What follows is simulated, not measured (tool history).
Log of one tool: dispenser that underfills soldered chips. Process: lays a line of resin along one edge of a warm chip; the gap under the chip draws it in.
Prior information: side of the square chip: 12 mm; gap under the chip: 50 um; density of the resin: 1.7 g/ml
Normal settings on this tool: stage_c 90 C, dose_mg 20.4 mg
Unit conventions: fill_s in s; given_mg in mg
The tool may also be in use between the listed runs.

run,hour,stage_c,dose_mg,fill_s,given_mg
1,0.0,90,20.4,132.2,20.04
# hour 1.7: new syringe of resin
2,9.7,90,20.4,94.2,20.27
3,16.2,90,20.4,127.8,20.07
# hour 17.9: new syringe of resin
4,24.8,90,20.4,90.8,19.99
# hour 33.7: new syringe of resin
5,34.4,90,20.4,65.8,19.85
6,39.4,90,20.4,85.5,19.94
7,47.7,90,20.4,131.5,19.91
# hour 49.1: new syringe of resin
8,55.6,90,20.4,87.0,19.85
9,60.1,90,20.4,109.6,19.68
# hour 64.7: new syringe of resin
10,65.7,90,20.4,66.5,19.48
11,70.7,90,20.4,84.5,19.75
12,76.4,90,20.4,115.3,19.44
# hour 80.6: new syringe of resin
13,84.8,98,20.4,58.9,19.65
14,91.9,90,20.4,114.2,19.54
# hour 95.8: dispensing valve cleaned and set on the balance
# hour 97.5: new syringe of resin
15,103.3,90,20.4,85.4,20.31
# hour 113.2: new syringe of resin
16,113.2,93,20.4,57.0,20.18
17,119.3,93,20.4,78.3,20.15
18,123.9,93,19.1,100.0,18.87
# hour 129.2: new syringe of resin
19,132.2,86,21.1,88.5,20.97
20,141.4,86,21.1,138.0,21.11
# hour 144.9: new syringe of resin
21,145.9,98,25.3,50.7,24.97
22,153.0,90,21.5,100.5,21.12
23,158.9,90,21.5,128.5,21.11
# hour 160.5: new syringe of resin
24,164.5,85,25.9,94.2,25.41
25,171.3,97,18.8,85.8,18.47
# hour 176.0: new syringe of resin
26,179.9,97,18.8,61.9,18.24
27,185.6,81,24.1,148.5,23.55
# hour 191.3: new syringe of resin
28,195.3,81,24.1,112.2,23.41
29,204.3,81,24.1,179.9,23.43
# hour 206.9: new syringe of resin
30,214.6,104,18.0,57.8,17.37
31,219.4,103,18.7,76.5,17.94
# hour 223.0: new syringe of resin
32,229.7,83,17.5,125.7,16.81
# hour 238.6: new syringe of resin
# hour 241.6: dispensing valve cleaned and set on the balance
33,241.6,99,25.9,51.5,25.92
34,246.8,101,17.5,64.7,17.41
35,254.1,88,20.4,145.4,20.29

Below are 4 alternative next runs, each starting from the tool's condition after run 35. Predict each:
# hour 255.2: new syringe of resin
A,264.5,76,18.5,?,?
# hour 255.2: new syringe of resin
B,264.5,99,23.4,?,?
# hour 255.2: new syringe of resin
C,264.5,79,24.5,?,?
# hour 255.2: new syringe of resin
D,264.5,76,18.1,?,?

run,fill_s,given_mg
A,189.3,18.41
B,76.7,23.27
C,163.2,24.15
D,189.1,17.97
Without the tool's unlogged condition, the same runs would have read:
run,fill_s,given_mg
A,109.5,18.58
B,44.9,23.48
C,94.7,24.37
D,109.5,18.13

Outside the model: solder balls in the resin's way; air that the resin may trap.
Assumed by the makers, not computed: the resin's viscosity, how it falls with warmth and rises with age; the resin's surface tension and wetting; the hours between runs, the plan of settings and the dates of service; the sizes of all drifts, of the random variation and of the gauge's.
